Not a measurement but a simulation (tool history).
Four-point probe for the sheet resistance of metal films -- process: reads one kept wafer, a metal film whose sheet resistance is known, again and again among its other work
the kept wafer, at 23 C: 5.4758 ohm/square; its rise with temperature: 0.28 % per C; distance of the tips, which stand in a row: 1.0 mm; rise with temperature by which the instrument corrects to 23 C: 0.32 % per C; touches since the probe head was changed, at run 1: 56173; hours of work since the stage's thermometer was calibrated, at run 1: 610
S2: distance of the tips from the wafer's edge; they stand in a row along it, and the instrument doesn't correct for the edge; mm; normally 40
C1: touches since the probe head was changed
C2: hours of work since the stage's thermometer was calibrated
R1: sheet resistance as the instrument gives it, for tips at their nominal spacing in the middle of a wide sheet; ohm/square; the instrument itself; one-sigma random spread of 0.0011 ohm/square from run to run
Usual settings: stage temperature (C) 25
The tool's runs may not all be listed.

{"run": 1, "hour": 0.0, "stage temperature (C)": 25, "S2": 40, "C1": 56173, "C2": 610, "R1": 5.449891}
{"run": 2, "hour": 72.9, "stage temperature (C)": 25, "S2": 4, "C1": 58432, "C2": 643, "R1": 5.626233}
{"run": 3, "hour": 152.1, "stage temperature (C)": 25, "S2": 4, "C1": 60883, "C2": 678, "R1": 5.624312}
{"run": 4, "hour": 244.1, "stage temperature (C)": 25, "S2": 40, "C1": 63734, "C2": 720, "R1": 5.449195}
{"run": 5, "hour": 302.8, "stage temperature (C)": 25, "S2": 40, "C1": 65551, "C2": 746, "R1": 5.445933}
{"run": 6, "hour": 384.4, "stage temperature (C)": 34, "S2": 40, "C1": 68078, "C2": 783, "R1": 5.429839}
{"run": 7, "hour": 473.3, "stage temperature (C)": 34, "S2": 40, "C1": 70830, "C2": 823, "R1": 5.42999}
{"run": 8, "hour": 564.0, "stage temperature (C)": 34, "S2": 40, "C1": 73640, "C2": 864, "R1": 5.427373}
{"run": 9, "hour": 636.8, "stage temperature (C)": 34, "S2": 40, "C1": 75893, "C2": 896, "R1": 5.424935}
{"run": 10, "hour": 718.1, "stage temperature (C)": 34, "S2": 40, "C1": 78412, "C2": 933, "R1": 5.426309}
{"run": 11, "hour": 776.7, "stage temperature (C)": 19, "S2": 40, "C1": 80226, "C2": 959, "R1": 5.451973}
{"hour": 781.3, "done": "stage's thermometer calibrated"}
{"run": 12, "hour": 838.0, "stage temperature (C)": 19, "S2": 40, "C1": 82110, "C2": 25, "R1": 5.454102}
{"run": 13, "hour": 921.7, "stage temperature (C)": 25, "S2": 40, "C1": 84702, "C2": 63, "R1": 5.440013}
{"run": 14, "hour": 993.1, "stage temperature (C)": 25, "S2": 40, "C1": 86912, "C2": 95, "R1": 5.43911}
{"run": 15, "hour": 1083.3, "stage temperature (C)": 25, "S2": 45, "C1": 89707, "C2": 136, "R1": 5.438071}
{"run": 16, "hour": 1129.1, "stage temperature (C)": 25, "S2": 33, "C1": 91125, "C2": 156, "R1": 5.438071}
{"run": 17, "hour": 1185.3, "stage temperature (C)": 18, "S2": 40, "C1": 92864, "C2": 182, "R1": 5.450603}
{"hour": 1200.9, "done": "stage's thermometer calibrated, once more"}
{"run": 18, "hour": 1258.4, "stage temperature (C)": 18, "S2": 40, "C1": 95112, "C2": 26, "R1": 5.440631}
{"run": 19, "hour": 1333.4, "stage temperature (C)": 18, "S2": 40, "C1": 97434, "C2": 60, "R1": 5.441823}
{"run": 20, "hour": 1419.2, "stage temperature (C)": 18, "S2": 40, "C1": 100093, "C2": 98, "R1": 5.440412}
{"run": 21, "hour": 1512.8, "stage temperature (C)": 25, "S2": 43, "C1": 102991, "C2": 140, "R1": 5.425535}
{"run": 22, "hour": 1605.6, "stage temperature (C)": 25, "S2": 43, "C1": 105866, "C2": 182, "R1": 5.423472}
{"run": 23, "hour": 1666.8, "stage temperature (C)": 30, "S2": 4, "C1": 107759, "C2": 210, "R1": 5.590272}
{"run": 24, "hour": 1710.0, "stage temperature (C)": 30, "S2": 4, "C1": 109098, "C2": 229, "R1": 5.58809}
{"run": 25, "hour": 1784.3, "stage temperature (C)": 25, "S2": 14, "C1": 111398, "C2": 262, "R1": 5.435785}
{"run": 26, "hour": 1864.3, "stage temperature (C)": 21, "S2": 47, "C1": 113876, "C2": 298, "R1": 5.428786}
{"run": 27, "hour": 1911.9, "stage temperature (C)": 21, "S2": 47, "C1": 115351, "C2": 320, "R1": 5.428999}
{"run": 28, "hour": 1979.0, "stage temperature (C)": 21, "S2": 47, "C1": 117428, "C2": 350, "R1": 5.427517}
{"run": 29, "hour": 2053.6, "stage temperature (C)": 19, "S2": 19, "C1": 119738, "C2": 384, "R1": 5.436533}
{"run": 30, "hour": 2120.1, "stage temperature (C)": 23, "S2": 3, "C1": 121797, "C2": 413, "R1": 5.726057}
{"run": 31, "hour": 2182.5, "stage temperature (C)": 19, "S2": 11, "C1": 123730, "C2": 442, "R1": 5.452472}
{"run": 32, "hour": 2261.9, "stage temperature (C)": 33, "S2": 44, "C1": 126189, "C2": 477, "R1": 5.400945}
{"run": 33, "hour": 2305.3, "stage temperature (C)": 33, "S2": 44, "C1": 127534, "C2": 497, "R1": 5.403443}
{"run": 34, "hour": 2354.7, "stage temperature (C)": 21, "S2": 32, "C1": 129064, "C2": 519, "R1": 5.424486}
{"run": 35, "hour": 2412.5, "stage temperature (C)": 18, "S2": 40, "C1": 130853, "C2": 545, "R1": 5.429864}
{"run": 36, "hour": 2497.6, "stage temperature (C)": 34, "S2": 40, "C1": 133489, "C2": 583, "R1": 5.399619}
{"run": 37, "hour": 2585.3, "stage temperature (C)": 27, "S2": 42, "C1": 136204, "C2": 623, "R1": 5.409636}
{"run": 38, "hour": 2658.1, "stage temperature (C)": 31, "S2": 40, "C1": 138457, "C2": 655, "R1": 5.401598}
{"run": 39, "hour": 2707.4, "stage temperature (C)": 31, "S2": 40, "C1": 139984, "C2": 678, "R1": 5.399729}
{"run": 40, "hour": 2767.9, "stage temperature (C)": 19, "S2": 14, "C1": 141859, "C2": 705, "R1": 5.436364}

For each run, the measured value with the value that run would have given without the tool's hidden condition subtracted. The run-to-run variation is shared by both, the gauge scatter possibly not:
Hidden conditions of the tool in this case: inner tips' distance over the nominal, %; tips' flats over new ones', %; wafer's true temperature over the reading, C; drift of the gauge itself on sheet_ohm, %.
run=1 R1=-0.023735
run=2 R1=-0.025301
run=3 R1=-0.026333
run=4 R1=-0.026728
run=5 R1=-0.027423
run=6 R1=-0.028352
run=7 R1=-0.029392
run=8 R1=-0.030546
run=9 R1=-0.031415
run=10 R1=-0.032447
run=11 R1=-0.033157
run=12 R1=-0.032455
run=13 R1=-0.033427
run=14 R1=-0.034314
run=15 R1=-0.035546
run=16 R1=-0.036075
run=17 R1=-0.036684
run=18 R1=-0.044051
run=19 R1=-0.044994
run=20 R1=-0.046103
run=21 R1=-0.047289
run=22 R1=-0.048389
run=23 R1=-0.050555
run=24 R1=-0.051139
run=25 R1=-0.050834
run=26 R1=-0.051688
run=27 R1=-0.052168
run=28 R1=-0.052929
run=29 R1=-0.053866
run=30 R1=-0.057357
run=31 R1=-0.055602
run=32 R1=-0.056189
run=33 R1=-0.056744
run=34 R1=-0.057559
run=35 R1=-0.058365
run=36 R1=-0.059231
run=37 R1=-0.060424
run=38 R1=-0.061295
run=39 R1=-0.061846
run=40 R1=-0.062903

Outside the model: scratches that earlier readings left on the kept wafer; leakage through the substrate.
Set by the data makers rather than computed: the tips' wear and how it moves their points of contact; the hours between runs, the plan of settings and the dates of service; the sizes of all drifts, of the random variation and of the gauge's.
